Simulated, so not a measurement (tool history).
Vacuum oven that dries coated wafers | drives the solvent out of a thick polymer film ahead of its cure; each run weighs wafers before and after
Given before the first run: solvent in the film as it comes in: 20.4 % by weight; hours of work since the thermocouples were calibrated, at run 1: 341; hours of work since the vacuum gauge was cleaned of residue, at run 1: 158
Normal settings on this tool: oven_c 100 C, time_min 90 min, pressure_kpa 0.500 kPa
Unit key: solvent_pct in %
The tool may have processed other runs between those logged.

run  hour  oven_c  time_min  pressure_kpa  hours of work since the thermocouples were calibrated  hours of work since the vacuum gauge was cleaned of residue  solvent_pct
  1   0.0     100        90         0.500                                                    341                                                          158         1.77
  2   8.4     100       140         0.500                                                    348                                                          165         0.62
  3  16.1     100       140         0.500                                                    354                                                          171         0.65
  4  26.7     100       140         0.500                                                    362                                                          179         0.67
  5  40.1     100       140         0.500                                                    372                                                          189         0.62
     42.4  -- vacuum gauge cleaned of residue and calibrated
  6  49.9     100        90         0.500                                                    379                                                            6         1.78
  7  57.8     106       116         1.881                                                    385                                                           12         0.94
  8  70.2     102       116         0.314                                                    394                                                           21         0.69
  9  75.8     102       110         0.314                                                    398                                                           26         0.84
 10  85.7     102       110         0.293                                                    406                                                           33         0.84
 11  95.0     102        89         0.293                                                    413                                                           41         1.35

How the hidden state differs across the entries between the runs, from the last listed run before each to the first after it:
Runs 5 to 6: vacuum gauge cleaned of residue and calibrated (hour 42.4)
  true wafer temperature over the reading, C: -0.66 -> -0.67; true pressure over the reading, kPa: 0.05 -> 0.078
  what was measured, less what the result would be without the hidden state, solvent_pct: +0.08 -> +0.16 %

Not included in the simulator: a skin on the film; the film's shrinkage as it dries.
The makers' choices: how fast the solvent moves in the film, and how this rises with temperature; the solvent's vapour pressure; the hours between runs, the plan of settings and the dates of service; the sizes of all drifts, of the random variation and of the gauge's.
